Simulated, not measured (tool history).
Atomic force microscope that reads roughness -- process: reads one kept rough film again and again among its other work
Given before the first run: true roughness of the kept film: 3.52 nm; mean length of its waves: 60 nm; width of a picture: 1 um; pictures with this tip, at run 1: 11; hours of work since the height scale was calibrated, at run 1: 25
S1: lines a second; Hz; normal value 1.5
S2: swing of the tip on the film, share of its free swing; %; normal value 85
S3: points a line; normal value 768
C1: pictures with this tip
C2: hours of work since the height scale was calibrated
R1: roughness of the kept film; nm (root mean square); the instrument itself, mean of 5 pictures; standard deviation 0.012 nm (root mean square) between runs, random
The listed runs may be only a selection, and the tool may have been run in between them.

Run 1, hour 0: usual settings; C1 11; C2 25. Result: R1 2.898 nm (root mean square).
Run 2, hour 4.4: usual settings but S2 64 %; C1 15; C2 27. Result: R1 3.199 nm (root mean square).
Run 3, hour 11.1: usual settings but S2 64 %; C1 23; C2 30. Result: R1 3.182 nm (root mean square).
Run 4, hour 20.5: usual settings but S2 64 %; C1 33; C2 34. Result: R1 3.191 nm (root mean square).
Run 5, hour 27.8: usual settings but S2 64 %; C1 42; C2 38. Result: R1 3.162 nm (root mean square).
Run 6, hour 31.8: usual settings but S1 3.28 Hz; C1 46; C2 39. Result: R1 2.415 nm (root mean square).
Run 7, hour 36.3: usual settings but S1 3.28 Hz; C1 51; C2 41. Result: R1 2.414 nm (root mean square).
Run 8, hour 42.5: usual settings but S3 971; C1 58; C2 44. Result: R1 2.82 nm (root mean square).
Run 9, hour 48.8: usual settings but S3 971; C1 65; C2 47. Result: R1 2.814 nm (root mean square).
Run 10, hour 52.9: usual settings but S3 971; C1 70; C2 49. Result: R1 2.826 nm (root mean square).
Run 11, hour 58.7: usual settings but S3 971; C1 76; C2 51. Result: R1 2.784 nm (root mean square).
Run 12, hour 63: usual settings but S1 3.38 Hz; C1 81; C2 53. Result: R1 2.362 nm (root mean square).
Run 13, hour 69.7: usual settings but S1 3.38 Hz; C1 88; C2 56. Result: R1 2.326 nm (root mean square).
Run 14, hour 74.4: usual settings but S1 3.38 Hz; C1 94; C2 58. Result: R1 2.341 nm (root mean square).
Run 15, hour 81.7: usual settings but S1 3.38 Hz; C1 102; C2 61. Result: R1 2.326 nm (root mean square).
Run 16, hour 86: usual settings but S3 353; C1 107; C2 63. Result: R1 2.754 nm (root mean square).
Run 17, hour 94.1: usual settings; C1 116; C2 67. Result: R1 2.738 nm (root mean square).
Run 18, hour 100.3: usual settings; C1 123; C2 69. Result: R1 2.72 nm (root mean square).
Run 19, hour 108: usual settings; C1 131; C2 73. Result: R1 2.722 nm (root mean square).
At hour 111.4: new tip fitted.
Run 20, hour 116.5: usual settings; C1 6; C2 76. Result: R1 2.889 nm (root mean square).
Run 21, hour 122.2: usual settings but S3 463; C1 12; C2 79. Result: R1 2.891 nm (root mean square).
Run 22, hour 129.4: usual settings but S1 3.62 Hz; C1 20; C2 82. Result: R1 2.375 nm (root mean square).
Run 23, hour 138.4: usual settings but S1 3.62 Hz; C1 30; C2 86. Result: R1 2.356 nm (root mean square).
Run 24, hour 142.3: usual settings but S1 3.62 Hz; C1 35; C2 88. Result: R1 2.367 nm (root mean square).
Run 25, hour 149.9: usual settings but S1 3.62 Hz; C1 43; C2 91. Result: R1 2.364 nm (root mean square).
Run 26, hour 154.3: usual settings but S1 3.62 Hz; C1 48; C2 93. Result: R1 2.363 nm (root mean square).
Run 27, hour 159: usual settings but S1 3.62 Hz; C1 53; C2 95. Result: R1 2.324 nm (root mean square).
Run 28, hour 166.2: usual settings but S1 0.6 Hz, S2 66 %, S3 538; C1 61; C2 98. Result: R1 3.194 nm (root mean square).
Run 29, hour 175.5: usual settings but S1 1.07 Hz, S3 321; C1 72; C2 102. Result: R1 2.907 nm (root mean square).
Run 30, hour 182.3: usual settings but S1 0.55 Hz, S3 941; C1 79; C2 105. Result: R1 3.086 nm (root mean square).
Run 31, hour 188.8: usual settings but S1 1.65 Hz; C1 87; C2 108. Result: R1 2.732 nm (root mean square).
Run 32, hour 194.7: usual settings but S1 1.59 Hz, S2 81 %, S3 867; C1 93; C2 111. Result: R1 2.83 nm (root mean square).
Run 33, hour 200.9: usual settings but S1 2.04 Hz, S2 90 %, S3 376; C1 100; C2 113. Result: R1 2.499 nm (root mean square).
Run 34, hour 204.9: usual settings but S1 2.04 Hz, S2 90 %, S3 376; C1 105; C2 115. Result: R1 2.487 nm (root mean square).
Run 35, hour 213.5: usual settings but S1 0.92 Hz, S2 88 %, S3 399; C1 114; C2 119. Result: R1 2.848 nm (root mean square).
Run 36, hour 218: usual settings but S1 0.92 Hz, S2 88 %, S3 399; C1 119; C2 121. Result: R1 2.865 nm (root mean square).
Run 37, hour 222.1: usual settings but S1 0.92 Hz, S2 88 %, S3 399; C1 124; C2 123. Result: R1 2.846 nm (root mean square).
At hour 231.4: new tip fitted.
Run 38, hour 231.4: usual settings but S1 0.92 Hz, S2 87 %, S3 960; C1 0; C2 127. Result: R1 3.026 nm (root mean square).
Run 39, hour 241.1: usual settings but S2 63 %; C1 10; C2 131. Result: R1 3.199 nm (root mean square).
Run 40, hour 248.2: usual settings but S2 62 %; C1 18; C2 134. Result: R1 3.201 nm (root mean square).
Run 41, hour 252.5: usual settings but S1 1.01 Hz, S2 56 %; C1 23; C2 136. Result: R1 3.267 nm (root mean square).
Run 42, hour 257.8: usual settings but S1 2.76 Hz, S2 66 %, S3 515; C1 29; C2 138. Result: R1 2.986 nm (root mean square).
Run 43, hour 265.8: usual settings but S1 2.76 Hz, S2 66 %, S3 515; C1 38; C2 142. Result: R1 2.987 nm (root mean square).
Run 44, hour 274.6: usual settings but S1 2.76 Hz, S2 66 %, S3 515; C1 48; C2 146. Result: R1 2.985 nm (root mean square).
Run 45, hour 284.2: usual settings but S1 1.35 Hz, S3 653; C1 59; C2 150. Result: R1 2.861 nm (root mean square).
Run 46, hour 290.5: usual settings but S1 3.71 Hz, S2 63 %, S3 891; C1 66; C2 153. Result: R1 2.898 nm (root mean square).
Run 47, hour 300.1: usual settings but S1 3.71 Hz, S2 63 %, S3 891; C1 76; C2 157. Result: R1 2.897 nm (root mean square).
Run 48, hour 308.1: usual settings but S1 3.71 Hz, S2 61 %, S3 803; C1 85; C2 160. Result: R1 2.911 nm (root mean square).
Run 49, hour 312.7: usual settings but S1 3.71 Hz, S2 83 %, S3 295; C1 90; C2 162. Result: R1 2.34 nm (root mean square).
Run 50, hour 317.6: usual settings but S2 62 %; C1 96; C2 164. Result: R1 3.075 nm (root mean square).
Run 51, hour 325.5: usual settings but S1 1.31 Hz; C1 105; C2 168. Result: R1 2.804 nm (root mean square).
Run 52, hour 331.4: usual settings but S3 315; C1 111; C2 171. Result: R1 2.728 nm (root mean square).

Each row is a separate what-if for the run after 52, all from the same tool condition, not one after another. Results?
Run A, hour 340.1: usual settings but S3 397; C1 121; C2 174. Result: R1 ?.
Run B, hour 340.1: usual settings but S2 65 %; C1 121; C2 174. Result: R1 ?.
Run C, hour 340.1: usual settings but S1 2.13 Hz, S2 65 %, S3 353; C1 121; C2 174. Result: R1 ?.
Run D, hour 340.1: usual settings but S1 2.01 Hz, S3 396; C1 121; C2 174. Result: R1 ?.
Run E, hour 340.1: usual settings but S1 1.21 Hz, S3 338; C1 121; C2 174. Result: R1 ?.

run     R1
  A  2.731
  B  3.019
  C  2.923
  D  2.587
  E  2.802
With the hidden condition removed and each run's random variation left untouched, the same runs would have given:
run     R1
  A  2.904
  B  3.209
  C  3.108
  D   2.75
  E  2.979
